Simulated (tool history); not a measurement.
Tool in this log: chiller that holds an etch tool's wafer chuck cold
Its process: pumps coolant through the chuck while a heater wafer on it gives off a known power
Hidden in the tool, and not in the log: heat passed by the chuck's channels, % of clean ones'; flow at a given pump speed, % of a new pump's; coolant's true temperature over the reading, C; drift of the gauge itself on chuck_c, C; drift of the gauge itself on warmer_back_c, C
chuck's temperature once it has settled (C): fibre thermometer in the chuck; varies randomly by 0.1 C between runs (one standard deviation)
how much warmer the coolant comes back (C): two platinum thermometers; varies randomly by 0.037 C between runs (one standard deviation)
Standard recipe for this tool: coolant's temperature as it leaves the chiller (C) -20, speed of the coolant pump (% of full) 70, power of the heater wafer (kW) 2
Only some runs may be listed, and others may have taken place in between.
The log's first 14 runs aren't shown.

run	hour	coolant's temperature as it leaves the chiller (C)	speed of the coolant pump (% of full)	power of the heater wafer (kW)	hours since the coolant was changed and the channels were flushed	hours since the pump was overhauled	hours since the chiller's thermometer was calibrated	chuck's temperature once it has settled (C)	how much warmer the coolant comes back (C)
15	2261.2	-28	70	2	3049	8091	778	-4.5	7.23
16	2451	-28	70	2	3239	8281	968	-4.6	7.21
17	2629.3	-13	84	1.847	3418	8459	1146	5.9	5.43
18	2821.1	-23	87	2.035	3609	8651	1338	-2.8	5.8
19	2995.7	-29	87	1.53	3784	8826	1512	-13.7	4.38
20	3182.4	-15	98	1.485	3971	9012	1699	-1.3	3.72
21	3332.5	-22	70	2	4121	9163	1849	1.2	7.22
22	3507.9	-22	70	2	4296	9338	2025	1.5	7.24
23	3657.4	-22	70	2	4446	9488	2174	1.4	7.21
24	3852.2	-21	70	1.471	4641	9682	2369	-3.8	5.3
25	4042.4	-21	80	1.664	4831	9872	2559	-3.4	5.2
26	4244.8	-21	80	1.664	5033	10075	2761	-3.2	5.25
27	4364.5	-13	79	1.129	5153	10195	2881	-1	3.6
28	4525.3	-12	68	2.05	5314	10355	3042	12.5	7.67
29	4617.4	-26	70	2	5406	10448	3134	-2.7	7.3
30	4820.5	-22	89	1.267	5609	10651	3337	-9.7	3.57
31	4921.6	-22	89	1.267	5710	10752	3438	-9.7	3.52

5 ways to go on from here, each from the tool as it stands after run 31. What would each give?
A	5021.3	-19	92	2.583	5810	10851	3538	?	?
B	5021.3	-20	66	2	5810	10851	3538	?	?
C	5021.3	-15	83	2.166	5810	10851	3538	?	?
D	5021.3	-20	70	2.173	5810	10851	3538	?	?
E	5021.3	-22	73	1.386	5810	10851	3538	?	?

run	chuck's temperature once it has settled (C)	how much warmer the coolant comes back (C)
A	5.6	6.88
B	4.3	7.71
C	7.4	6.49
D	5.5	7.93
E	-6.1	4.81
Without the tool's hidden state the same runs would have given:
run	chuck's temperature once it has settled (C)	how much warmer the coolant comes back (C)
A	5.5	6.87
B	4.2	7.7
C	7.4	6.48
D	5.4	7.91
E	-6.2	4.8
